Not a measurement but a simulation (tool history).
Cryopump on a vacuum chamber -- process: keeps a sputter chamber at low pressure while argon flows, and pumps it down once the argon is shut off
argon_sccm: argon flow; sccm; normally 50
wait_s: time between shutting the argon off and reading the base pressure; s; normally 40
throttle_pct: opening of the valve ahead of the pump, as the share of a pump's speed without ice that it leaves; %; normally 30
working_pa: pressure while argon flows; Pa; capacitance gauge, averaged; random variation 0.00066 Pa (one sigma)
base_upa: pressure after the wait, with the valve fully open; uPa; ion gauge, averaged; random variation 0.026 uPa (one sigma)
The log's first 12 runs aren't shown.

run   hour  argon_sccm  wait_s  throttle_pct  working_pa  base_upa
     216.1  -- pump warmed up, emptied and cooled again
 13  221.2          50      69            30      0.1154      0.81
 14  238.9          50      69            30      0.1150      0.80
 15  253.7          50      69            30      0.1160      0.80
 16  269.3          50      40            30      0.1150      1.27
 17  279.7          50      40            30      0.1158      1.23
 18  296.6          27      40            30      0.0621      1.24
 19  318.9          41      35            30      0.0941      1.36
 20  343.3          41      35            30      0.0946      1.43
 21  362.7          21     199            16      0.0918      0.47
 22  373.1          36     199            16      0.1560      0.44
 23  383.8          56      46            30      0.1309      1.11
 24  395.6          50     205            26      0.1341      0.45
 25  412.6          50     205            26      0.1346      0.43
 26  431.3          47      46            21      0.1549      1.16
 27  451.3          23     181            48      0.0338      0.50
 28  473.0          23     121            25      0.0650      0.63
 29  488.6          46     121            25      0.1281      0.60
 30  504.4          46     121            25      0.1285      0.60
 31  527.8          22     121            25      0.0620      0.62
 32  539.0          22     121            25      0.0619      0.63
 33  561.4          22     121            25      0.0622      0.63
 34  573.4          22      42            25      0.0611      1.27

Here are 3 independent what-if runs from the current tool condition. What would each one return?
  A  596.0          22      40            30           ?         ?
  B  596.0          22      21            25           ?         ?
  C  596.0          86     132            29           ?         ?

run  working_pa  base_upa
  A      0.0524      1.29
  B      0.0609      2.28
  C      0.2085      0.60
Without the tool's hidden state the same runs would have given:
run  working_pa  base_upa
  A      0.0511      1.11
  B      0.0596      2.09
  C      0.2035      0.42

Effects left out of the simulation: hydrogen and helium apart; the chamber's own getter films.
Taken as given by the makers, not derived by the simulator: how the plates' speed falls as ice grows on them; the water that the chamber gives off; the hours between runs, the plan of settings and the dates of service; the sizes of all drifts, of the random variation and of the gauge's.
